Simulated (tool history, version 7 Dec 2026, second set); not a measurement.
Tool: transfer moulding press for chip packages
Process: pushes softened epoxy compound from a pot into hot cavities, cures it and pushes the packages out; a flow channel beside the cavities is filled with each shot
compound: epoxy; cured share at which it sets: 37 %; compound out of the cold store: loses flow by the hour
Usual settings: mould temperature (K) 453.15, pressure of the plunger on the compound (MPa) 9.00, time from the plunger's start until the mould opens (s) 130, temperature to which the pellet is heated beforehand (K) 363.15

| run | hour | mould temperature (K) | pressure of the plunger on the compound (MPa) | time from the plunger's start until the mould opens (s) | temperature to which the pellet is heated beforehand (K) | incoming compound's hours out of the cold store | length that the compound runs in the flow channel (mm) | greatest force on the pins that push the packages out (N) |
|---|---|---|---|---|---|---|---|---|
| 1 | 0.0 | 453.15 | 9.00 | 130 | 363.15 | 42.5 | 536 | 808 |
|  | 9.5 | cavities cleaned with cleaning compound and waxed |
| 2 | 45.0 | 453.15 | 9.00 | 130 | 363.15 | 29.9 | 552 | 753 |
|  | 56.0 | mould's thermocouples calibrated |
|  | 73.2 | cavities cleaned with cleaning compound and waxed |
| 3 | 111.6 | 453.15 | 9.00 | 130 | 363.15 | 35.3 | 532 | 707 |
|  | 131.5 | cavities cleaned with cleaning compound and waxed |
|  | 190.6 | cavities cleaned with cleaning compound and waxed |
| 4 | 215.1 | 453.15 | 9.00 | 130 | 363.15 | 23.1 | 539 | 677 |
|  | 246.6 | cavities cleaned with cleaning compound and waxed |
| 5 | 286.6 | 453.15 | 9.00 | 130 | 363.15 | 44.1 | 503 | 721 |
|  | 296.1 | plunger's sealing rings changed |
|  | 306.6 | cavities cleaned with cleaning compound and waxed |
|  | 362.5 | cavities cleaned with cleaning compound and waxed |
| 6 | 370.5 | 453.15 | 9.00 | 142 | 363.15 | 24.4 | 545 | 500 |
| 7 | 411.4 | 453.15 | 9.00 | 142 | 363.15 | 44.4 | 518 | 677 |
|  | 418.4 | cavities cleaned with cleaning compound and waxed |
| 8 | 468.1 | 446.15 | 9.00 | 142 | 363.15 | 35.1 | 542 | 1012 |
|  | 474.8 | cavities cleaned with cleaning compound and waxed |
| 9 | 519.6 | 452.15 | 9.00 | 130 | 363.15 | 17.2 | 553 | 839 |
|  | 534.2 | cavities cleaned with cleaning compound and waxed |
|  | 591.8 | cavities cleaned with cleaning compound and waxed |
|  | 616.7 | plunger's sealing rings changed |
| 10 | 622.5 | 455.15 | 9.00 | 130 | 363.15 | 29.7 | 549 | 650 |
|  | 650.7 | cavities cleaned with cleaning compound and waxed |
|  | 708.8 | cavities cleaned with cleaning compound and waxed |
| 11 | 712.2 | 455.15 | 9.00 | 130 | 363.15 | 21.5 | 552 | 488 |
|  | 764.7 | cavities cleaned with cleaning compound and waxed |
| 12 | 789.6 | 455.15 | 9.00 | 130 | 363.15 | 12.2 | 558 | 651 |
|  | 821.0 | cavities cleaned with cleaning compound and waxed |
| 13 | 866.3 | 455.15 | 9.00 | 130 | 363.15 | 17.3 | 540 | 706 |
|  | 876.3 | cavities cleaned with cleaning compound and waxed |
|  | 934.2 | plunger's sealing rings changed |
|  | 935.7 | cavities cleaned with cleaning compound and waxed |
| 14 | 938.4 | 455.15 | 9.00 | 130 | 363.15 | 27.2 | 553 | 492 |
|  | 992.9 | cavities cleaned with cleaning compound and waxed |
| 15 | 1031.8 | 457.15 | 9.00 | 130 | 363.15 | 14.0 | 553 | 649 |
|  | 1055.6 | cavities cleaned with cleaning compound and waxed |
| 16 | 1089.4 | 457.15 | 8.46 | 132 | 372.15 | 27.7 | 515 | 636 |
|  | 1115.5 | cavities cleaned with cleaning compound and waxed |
|  | 1172.2 | cavities cleaned with cleaning compound and waxed |
| 17 | 1176.3 | 453.15 | 9.00 | 163 | 354.15 | 40.9 | 519 | 433 |
|  | 1203.1 | mould's thermocouples calibrated |
|  | 1236.1 | cavities cleaned with cleaning compound and waxed |
|  | 1255.8 | plunger's sealing rings changed |
| 18 | 1265.0 | 453.15 | 9.00 | 114 | 354.15 | 12.5 | 577 | 895 |
|  | 1298.0 | cavities cleaned with cleaning compound and waxed |
| 19 | 1323.2 | 453.15 | 9.00 | 114 | 354.15 | 36.1 | 531 | 827 |
|  | 1356.6 | cavities cleaned with cleaning compound and waxed |
| 20 | 1368.0 | 453.15 | 7.72 | 130 | 363.15 | 31.9 | 491 | 558 |

Hidden state or all else? Some run-to-run changes of length that the compound runs in the flow channel (mm), split into what the settings, what came in and random variation would give without the hidden state, and what is left for the hidden state (with any gauge scatter that isn't in both results):
The hidden state here: true mould temperature over the reading, C; pressure that reaches the compound, % of what is set; grip of the stained cavities, % over clean ones'; drift of the gauge itself on flow_mm, %; drift of the gauge itself on push_out_n, %.
Run 9 -> 10: mould temperature (K) 452.15 -> 455.15, cavities cleaned with cleaning compound and waxed, cavities cleaned with cleaning compound and waxed, plunger's sealing rings changed. length that the compound runs in the flow channel (mm) -4: hidden state +22, all else -26.
Run 13 -> 14: cavities cleaned with cleaning compound and waxed, plunger's sealing rings changed, cavities cleaned with cleaning compound and waxed. length that the compound runs in the flow channel (mm) +13: hidden state +23, all else -10.
Run 17 -> 18: time from the plunger's start until the mould opens (s) 163 -> 114, mould's thermocouples calibrated, cavities cleaned with cleaning compound and waxed, plunger's sealing rings changed. length that the compound runs in the flow channel (mm) +58: hidden state +15, all else +43.
Run 18 -> 19: cavities cleaned with cleaning compound and waxed. length that the compound runs in the flow channel (mm) -46: hidden state -5, all else -41.
